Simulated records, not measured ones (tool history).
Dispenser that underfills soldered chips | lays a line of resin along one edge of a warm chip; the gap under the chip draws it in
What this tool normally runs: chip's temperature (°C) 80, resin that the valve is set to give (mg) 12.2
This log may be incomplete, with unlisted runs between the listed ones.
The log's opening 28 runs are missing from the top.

run	hour	chip's temperature (°C)	resin that the valve is set to give (mg)	time until the resin shows at the far edge (s)	resin that the valve gave (mg)
# hour 348.5: new syringe of resin
29	352.5	88	12.2	32.0	11.94
30	364.6	75	11.3	67.1	10.87
# hour 368.7: new syringe of resin
31	380.6	90	14.6	35.2	13.95
# hour 388.2: new syringe of resin
32	389.0	80	12.0	42.1	11.45
33	403.8	80	12.0	57.5	11.38
# hour 407.3: new syringe of resin
34	411.2	80	12.0	43.2	11.34
# hour 426.1: new syringe of resin
35	428.1	80	10.6	43.5	9.95
36	444.3	74	11.6	74.3	10.82

Each row is a separate what-if for the run after 36, all from the same tool condition, not one after another. Results?
# hour 445.9: new syringe of resin
A	458.2	67	12.7	?	?
# hour 445.9: new syringe of resin
B	458.2	84	12.0	?	?
# hour 445.9: new syringe of resin
C	458.2	70	12.1	?	?

run	time until the resin shows at the far edge (s)	resin that the valve gave (mg)
A	83.5	11.67
B	44.6	11.02
C	74.1	11.15
The same runs, with their run-to-run variation unchanged, on a tool lacking any hidden condition would have given:
run	time until the resin shows at the far edge (s)	resin that the valve gave (mg)
A	70.7	12.63
B	37.2	11.92
C	62.5	12.06
